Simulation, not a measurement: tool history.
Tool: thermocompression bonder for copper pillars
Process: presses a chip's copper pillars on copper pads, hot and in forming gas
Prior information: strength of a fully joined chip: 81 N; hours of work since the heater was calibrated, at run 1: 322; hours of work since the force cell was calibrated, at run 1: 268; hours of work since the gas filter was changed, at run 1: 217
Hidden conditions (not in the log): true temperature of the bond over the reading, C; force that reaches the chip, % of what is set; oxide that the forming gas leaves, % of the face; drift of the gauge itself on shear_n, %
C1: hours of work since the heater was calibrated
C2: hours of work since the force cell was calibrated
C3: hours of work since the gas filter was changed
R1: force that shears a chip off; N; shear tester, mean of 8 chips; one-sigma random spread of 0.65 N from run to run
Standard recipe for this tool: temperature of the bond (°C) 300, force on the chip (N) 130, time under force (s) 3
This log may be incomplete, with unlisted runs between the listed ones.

run 1 hour=0 | temperature_of_the_bond_(°C)=300 force_on_the_chip_(N)=130 time_under_force_(s)=3 | C1=322 C2=268 C3=217 | R1=39.6
run 2 hour=36 | temperature_of_the_bond_(°C)=300 force_on_the_chip_(N)=130 time_under_force_(s)=3 | C1=337 C2=283 C3=232 | R1=39.5
run 3 hour=59.8 | temperature_of_the_bond_(°C)=300 force_on_the_chip_(N)=130 time_under_force_(s)=3 | C1=347 C2=293 C3=242 | R1=39.5
run 4 hour=86.9 | temperature_of_the_bond_(°C)=300 force_on_the_chip_(N)=130 time_under_force_(s)=3 | C1=358 C2=304 C3=253 | R1=38.7
run 5 hour=122.6 | temperature_of_the_bond_(°C)=300 force_on_the_chip_(N)=109 time_under_force_(s)=3 | C1=373 C2=319 C3=268 | R1=35
run 6 hour=144.4 | temperature_of_the_bond_(°C)=300 force_on_the_chip_(N)=109 time_under_force_(s)=3 | C1=382 C2=328 C3=277 | R1=34.5
run 7 hour=174.4 | temperature_of_the_bond_(°C)=300 force_on_the_chip_(N)=130 time_under_force_(s)=3 | C1=395 C2=341 C3=290 | R1=38.6
run 8 hour=194.1 | temperature_of_the_bond_(°C)=300 force_on_the_chip_(N)=130 time_under_force_(s)=3 | C1=403 C2=349 C3=298 | R1=38.1
run 9 hour=227.4 | temperature_of_the_bond_(°C)=300 force_on_the_chip_(N)=130 time_under_force_(s)=3 | C1=417 C2=363 C3=312 | R1=39.2
run 10 hour=274 | temperature_of_the_bond_(°C)=270 force_on_the_chip_(N)=110 time_under_force_(s)=3 | C1=437 C2=383 C3=331 | R1=24.2
run 11 hour=317.1 | temperature_of_the_bond_(°C)=324 force_on_the_chip_(N)=102 time_under_force_(s)=3 | C1=455 C2=401 C3=349 | R1=41.3
run 12 hour=360.2 | temperature_of_the_bond_(°C)=311 force_on_the_chip_(N)=107 time_under_force_(s)=3 | C1=473 C2=419 C3=367 | R1=36.9
-- hour=365.1 force cell calibrated
-- hour=395.8 forming gas filter changed
run 13 hour=402.1 | temperature_of_the_bond_(°C)=311 force_on_the_chip_(N)=107 time_under_force_(s)=3 | C1=489 C2=15 C3=3 | R1=40.6
run 14 hour=444 | temperature_of_the_bond_(°C)=311 force_on_the_chip_(N)=107 time_under_force_(s)=3 | C1=507 C2=33 C3=20 | R1=40.8
run 15 hour=481.4 | temperature_of_the_bond_(°C)=290 force_on_the_chip_(N)=136 time_under_force_(s)=8 | C1=523 C2=49 C3=36 | R1=51.9
run 16 hour=501.7 | temperature_of_the_bond_(°C)=300 force_on_the_chip_(N)=138 time_under_force_(s)=3 | C1=531 C2=57 C3=44 | R1=41.9
run 17 hour=537.6 | temperature_of_the_bond_(°C)=300 force_on_the_chip_(N)=183 time_under_force_(s)=3 | C1=546 C2=72 C3=59 | R1=49.1

Branching from run 17: 5 alternative next runs. What would each branch give?
run A hour=570.3 | temperature_of_the_bond_(°C)=300 force_on_the_chip_(N)=129 time_under_force_(s)=8 | C1=560 C2=86 C3=73 | R1=?
run B hour=570.3 | temperature_of_the_bond_(°C)=300 force_on_the_chip_(N)=157 time_under_force_(s)=4 | C1=560 C2=86 C3=73 | R1=?
run C hour=570.3 | temperature_of_the_bond_(°C)=321 force_on_the_chip_(N)=118 time_under_force_(s)=2 | C1=560 C2=86 C3=73 | R1=?
run D hour=570.3 | temperature_of_the_bond_(°C)=300 force_on_the_chip_(N)=183 time_under_force_(s)=2 | C1=560 C2=86 C3=73 | R1=?
run E hour=570.3 | temperature_of_the_bond_(°C)=283 force_on_the_chip_(N)=192 time_under_force_(s)=3 | C1=560 C2=86 C3=73 | R1=?

run=A R1=55.7
run=B R1=48.5
run=C R1=39.7
run=D R1=43.2
run=E R1=43.1
What these runs would have given with no unlogged condition in the tool:
run=A R1=57
run=B R1=49.7
run=C R1=40.7
run=D R1=44.3
run=E R1=44.4
